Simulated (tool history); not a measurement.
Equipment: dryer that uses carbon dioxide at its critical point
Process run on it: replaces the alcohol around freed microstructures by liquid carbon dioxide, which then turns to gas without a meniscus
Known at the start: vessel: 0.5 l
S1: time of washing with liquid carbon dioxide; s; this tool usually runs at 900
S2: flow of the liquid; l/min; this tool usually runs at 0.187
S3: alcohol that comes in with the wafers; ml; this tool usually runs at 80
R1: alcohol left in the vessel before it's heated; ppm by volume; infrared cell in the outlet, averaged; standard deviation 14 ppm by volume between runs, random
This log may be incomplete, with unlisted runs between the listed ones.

{"run": 1, "hour": 0.0, "S1": 900, "S2": 0.187, "S3": 80, "R1": 1249}
{"run": 2, "hour": 37.2, "S1": 900, "S2": 0.187, "S3": 80, "R1": 1219}
{"run": 3, "hour": 72.6, "S1": 900, "S2": 0.187, "S3": 80, "R1": 1282}
{"run": 4, "hour": 104.1, "S1": 900, "S2": 0.187, "S3": 88, "R1": 1432}
{"run": 5, "hour": 131.8, "S1": 900, "S2": 0.187, "S3": 88, "R1": 1459}
{"run": 6, "hour": 158.1, "S1": 1200, "S2": 0.187, "S3": 88, "R1": 442}
{"run": 7, "hour": 182.4, "S1": 900, "S2": 0.215, "S3": 80, "R1": 744}
{"run": 8, "hour": 203.8, "S1": 900, "S2": 0.215, "S3": 80, "R1": 753}
{"run": 9, "hour": 230.9, "S1": 900, "S2": 0.215, "S3": 44, "R1": 514}
{"run": 10, "hour": 257.3, "S1": 900, "S2": 0.215, "S3": 44, "R1": 525}
{"run": 11, "hour": 275.3, "S1": 960, "S2": 0.236, "S3": 85, "R1": 433}
{"run": 12, "hour": 307.9, "S1": 840, "S2": 0.179, "S3": 25, "R1": 890}
{"run": 13, "hour": 345.4, "S1": 540, "S2": 0.13, "S3": 81, "R1": 22878}
{"run": 14, "hour": 376.4, "S1": 540, "S2": 0.13, "S3": 81, "R1": 23630}
{"run": 15, "hour": 394.6, "S1": 840, "S2": 0.278, "S3": 81, "R1": 427}
{"run": 16, "hour": 418.3, "S1": 1320, "S2": 0.187, "S3": 80, "R1": 378}
{"run": 17, "hour": 440.4, "S1": 840, "S2": 0.15, "S3": 25, "R1": 1794}
{"run": 18, "hour": 467.3, "S1": 780, "S2": 0.155, "S3": 74, "R1": 5554}
{"run": 19, "hour": 499.9, "S1": 540, "S2": 0.155, "S3": 109, "R1": 22725}
{"run": 20, "hour": 532.3, "S1": 540, "S2": 0.155, "S3": 109, "R1": 22352}

Difference, measured minus no-hidden-state, one row per run. Run-to-run variation is common to both terms; the gauge's own scatter need not be:
What the log doesn't record here: flow that reaches the vessel past the clogged filter, %; alcohol in the recycled carbon dioxide, ppm; drift of the gauge itself on alcohol_ppm, %.
run=1 R1=+391
run=2 R1=+405
run=3 R1=+451
run=4 R1=+509
run=5 R1=+544
run=6 R1=+273
run=7 R1=+379
run=8 R1=+388
run=9 R1=+308
run=10 R1=+317
run=11 R1=+298
run=12 R1=+431
run=13 R1=+4349
run=14 R1=+4647
run=15 R1=+325
run=16 R1=+301
run=17 R1=+752
run=18 R1=+2019
run=19 R1=+5993
run=20 R1=+6074

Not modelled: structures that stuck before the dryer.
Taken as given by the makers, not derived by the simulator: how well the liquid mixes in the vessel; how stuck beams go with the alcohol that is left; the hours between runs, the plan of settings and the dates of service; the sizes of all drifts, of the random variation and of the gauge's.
